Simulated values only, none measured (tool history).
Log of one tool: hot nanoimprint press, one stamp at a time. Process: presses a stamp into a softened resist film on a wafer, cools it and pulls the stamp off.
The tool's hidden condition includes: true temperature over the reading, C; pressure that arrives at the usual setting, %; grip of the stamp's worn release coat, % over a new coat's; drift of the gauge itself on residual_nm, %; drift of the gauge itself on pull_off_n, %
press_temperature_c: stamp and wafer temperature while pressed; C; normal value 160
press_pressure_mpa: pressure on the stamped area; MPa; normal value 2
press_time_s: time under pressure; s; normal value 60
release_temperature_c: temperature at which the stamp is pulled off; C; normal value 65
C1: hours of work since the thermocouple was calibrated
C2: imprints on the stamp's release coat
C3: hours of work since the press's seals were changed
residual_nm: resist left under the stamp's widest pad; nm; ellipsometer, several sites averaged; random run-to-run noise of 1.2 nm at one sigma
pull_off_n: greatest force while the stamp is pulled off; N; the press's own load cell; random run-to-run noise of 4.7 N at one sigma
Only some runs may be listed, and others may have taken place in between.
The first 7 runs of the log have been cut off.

Run 8, hour 188.2: usual settings but press_time_s 52 s; C1 105; C2 779; C3 438. Result: residual_nm 184 nm, pull_off_n 267 N.
Run 9, hour 213: usual settings but press_temperature_c 166 C; C1 115; C2 857; C3 449. Result: residual_nm 127.8 nm, pull_off_n 276 N.
Run 10, hour 230.1: usual settings but press_temperature_c 166 C, press_pressure_mpa 1.98 MPa; C1 123; C2 910; C3 456. Result: residual_nm 128.5 nm, pull_off_n 280 N.
Run 11, hour 261.6: usual settings but press_temperature_c 166 C, press_pressure_mpa 1.98 MPa; C1 136; C2 1009; C3 469. Result: residual_nm 127.4 nm, pull_off_n 285 N.
Run 12, hour 286.3: usual settings but press_temperature_c 166 C, press_pressure_mpa 1.98 MPa; C1 146; C2 1086; C3 480. Result: residual_nm 129.4 nm, pull_off_n 277 N.
Run 13, hour 319.2: usual settings but press_temperature_c 166 C, press_pressure_mpa 1.98 MPa; C1 160; C2 1189; C3 494. Result: residual_nm 127.9 nm, pull_off_n 297 N.
Run 14, hour 343.4: usual settings but press_temperature_c 166 C, press_pressure_mpa 1.98 MPa; C1 171; C2 1265; C3 504. Result: residual_nm 126.3 nm, pull_off_n 297 N.
Run 15, hour 378.3: usual settings; C1 185; C2 1374; C3 519. Result: residual_nm 171.2 nm, pull_off_n 313 N.
Run 16, hour 399.9: usual settings but press_pressure_mpa 1.31 MPa; C1 194; C2 1442; C3 528. Result: residual_nm 213.1 nm, pull_off_n 305 N.
Run 17, hour 423.2: usual settings but press_pressure_mpa 1.31 MPa; C1 204; C2 1515; C3 537. Result: residual_nm 212.9 nm, pull_off_n 314 N.
Run 18, hour 459: usual settings but press_pressure_mpa 1.31 MPa; C1 219; C2 1627; C3 553. Result: residual_nm 211.2 nm, pull_off_n 329 N.
Run 19, hour 477.9: usual settings but press_pressure_mpa 1.31 MPa; C1 227; C2 1687; C3 561. Result: residual_nm 210.6 nm, pull_off_n 324 N.
Run 20, hour 496.3: usual settings but press_pressure_mpa 3.1 MPa, press_time_s 89 s; C1 235; C2 1744; C3 568. Result: residual_nm 118.1 nm, pull_off_n 327 N.
Run 21, hour 516.2: usual settings but press_temperature_c 148 C, release_temperature_c 67 C; C1 244; C2 1807; C3 577. Result: residual_nm 300.8 nm, pull_off_n 314 N.
Run 22, hour 549: usual settings but press_pressure_mpa 1.27 MPa, press_time_s 50 s, release_temperature_c 73 C; C1 257; C2 1909; C3 591. Result: residual_nm 227 nm, pull_off_n 299 N.
Run 23, hour 573: usual settings but press_pressure_mpa 1.27 MPa, press_time_s 50 s, release_temperature_c 73 C; C1 267; C2 1984; C3 601. Result: residual_nm 226.6 nm, pull_off_n 299 N.
Run 24, hour 599.5: usual settings but press_pressure_mpa 1.27 MPa, press_time_s 50 s, release_temperature_c 73 C; C1 279; C2 2068; C3 612. Result: residual_nm 224.6 nm, pull_off_n 319 N.
At hour 615.9: stamp cleaned and given a new release coat.
Run 25, hour 625.3: usual settings but press_temperature_c 153 C, press_time_s 36 s; C1 287; C2 30; C3 620. Result: residual_nm 275.1 nm, pull_off_n 228 N.
Run 26, hour 642.7: usual settings but press_temperature_c 153 C, press_pressure_mpa 1.36 MPa, press_time_s 113 s, release_temperature_c 57 C; C1 294; C2 84; C3 628. Result: residual_nm 235.3 nm, pull_off_n 251 N.
Run 27, hour 677.8: usual settings but press_temperature_c 159 C, press_pressure_mpa 1.36 MPa, press_time_s 38 s, release_temperature_c 57 C; C1 309; C2 194; C3 642. Result: residual_nm 245.3 nm, pull_off_n 254 N.
Run 28, hour 693: usual settings but press_temperature_c 164 C, press_pressure_mpa 1.98 MPa, press_time_s 37 s, release_temperature_c 69 C; C1 316; C2 242; C3 649. Result: residual_nm 165.6 nm, pull_off_n 226 N.
Run 29, hour 716.4: usual settings but press_temperature_c 164 C, press_pressure_mpa 1.98 MPa, press_time_s 37 s, release_temperature_c 69 C; C1 326; C2 315; C3 659. Result: residual_nm 164.4 nm, pull_off_n 233 N.
Run 30, hour 735.7: usual settings but press_pressure_mpa 1.69 MPa, press_time_s 49 s; C1 334; C2 375; C3 667. Result: residual_nm 198.9 nm, pull_off_n 248 N.

Here are 3 independent what-if runs from the current tool condition. What would each one return?
Run A, hour 771: usual settings but press_pressure_mpa 1.36 MPa, release_temperature_c 66 C; C1 349; C2 486; C3 682. Result: residual_nm ?, pull_off_n ?.
Run B, hour 771: usual settings but press_temperature_c 168 C, press_pressure_mpa 1.69 MPa, press_time_s 48 s, release_temperature_c 59 C; C1 349; C2 486; C3 682. Result: residual_nm ?, pull_off_n ?.
Run C, hour 771: usual settings but press_temperature_c 159 C, press_pressure_mpa 1.69 MPa, press_time_s 49 s; C1 349; C2 486; C3 682. Result: residual_nm ?, pull_off_n ?.

run  residual_nm  pull_off_n
  A          204         249
  B        133.1         275
  C        206.1         260
What these runs would have given with no unlogged condition in the tool:
run  residual_nm  pull_off_n
  A        212.1         227
  B        137.6         249
  C        213.6         236

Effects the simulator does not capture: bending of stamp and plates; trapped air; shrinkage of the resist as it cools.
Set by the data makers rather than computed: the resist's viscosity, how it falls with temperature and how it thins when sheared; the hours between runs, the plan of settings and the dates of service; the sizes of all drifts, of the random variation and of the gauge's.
